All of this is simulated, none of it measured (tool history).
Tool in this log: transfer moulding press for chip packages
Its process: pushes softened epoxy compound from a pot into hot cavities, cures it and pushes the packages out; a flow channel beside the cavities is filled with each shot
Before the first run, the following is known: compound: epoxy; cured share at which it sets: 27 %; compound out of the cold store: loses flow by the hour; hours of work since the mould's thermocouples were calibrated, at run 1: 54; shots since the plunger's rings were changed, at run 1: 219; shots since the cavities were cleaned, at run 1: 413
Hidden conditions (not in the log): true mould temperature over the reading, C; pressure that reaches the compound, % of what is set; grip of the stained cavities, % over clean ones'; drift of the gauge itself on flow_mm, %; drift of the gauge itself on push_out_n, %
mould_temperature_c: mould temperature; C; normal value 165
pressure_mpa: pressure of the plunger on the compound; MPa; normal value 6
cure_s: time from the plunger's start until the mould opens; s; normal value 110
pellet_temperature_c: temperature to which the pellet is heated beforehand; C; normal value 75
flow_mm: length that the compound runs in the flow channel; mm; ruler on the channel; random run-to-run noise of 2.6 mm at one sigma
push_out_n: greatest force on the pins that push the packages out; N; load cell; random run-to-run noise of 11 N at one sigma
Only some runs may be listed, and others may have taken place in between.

run,hour,mould_temperature_c,pressure_mpa,cure_s,pellet_temperature_c,hours of work since the mould's thermocouples were calibrated,shots since the plunger's rings were changed,shots since the cavities were cleaned,incoming compound's hours out of the cold store,flow_mm,push_out_n
1,0,165,6,110,75,54,219,413,12.9,952,812
2,4.4,165,6,142,75,56,254,448,35.2,855,666
3,8.6,165,6,142,75,57,288,482,35.3,849,696
# hour 14.3: cavities cleaned with cleaning compound and waxed
4,14.6,165,6,142,75,59,323,2,40.5,832,429
5,22,165,6,110,75,63,383,62,37.4,840,546
6,26.2,165,6,110,75,64,416,95,21.7,913,589
7,35.7,165,6,110,75,69,492,171,37.6,849,625
8,39.6,165,6,110,75,70,523,202,35.6,849,697
9,45.2,165,6,110,75,73,568,247,26.5,889,715
10,51.9,160,6,110,75,76,621,300,26.4,910,1019
11,57.9,165,6,110,75,78,669,348,34.6,853,771
12,64,165,6.95,110,75,81,718,397,43.2,886,780
13,71.2,165,6.95,110,75,84,776,455,23.4,972,796
# hour 80.7: cavities cleaned with cleaning compound and waxed
14,81.1,165,6.95,110,75,88,843,3,26.5,954,527
15,88.8,165,6,98,75,91,904,64,33.8,856,703
16,94.6,165,6.16,97,72,94,950,110,15.6,949,815
17,101.9,168,4.53,114,82,97,1009,169,10.3,818,569
18,110.5,165,6.43,110,70,101,1078,238,34.8,878,719
19,116.5,165,6.43,110,70,103,1126,286,38.7,864,723
20,121.1,165,5.19,110,69,105,1162,322,9.2,899,784
21,126.5,165,5.19,110,77,108,1206,366,31.2,803,751

Run 22, settings as shown, results not yet in. Your forecast:
22,130.6,165,5.19,110,77,109,1238,398,13.6,?,?

flow_mm: 879 mm
push_out_n: 816 N
Without the tool's hidden state the same run would have given flow_mm 890 mm, push_out_n 540 N.
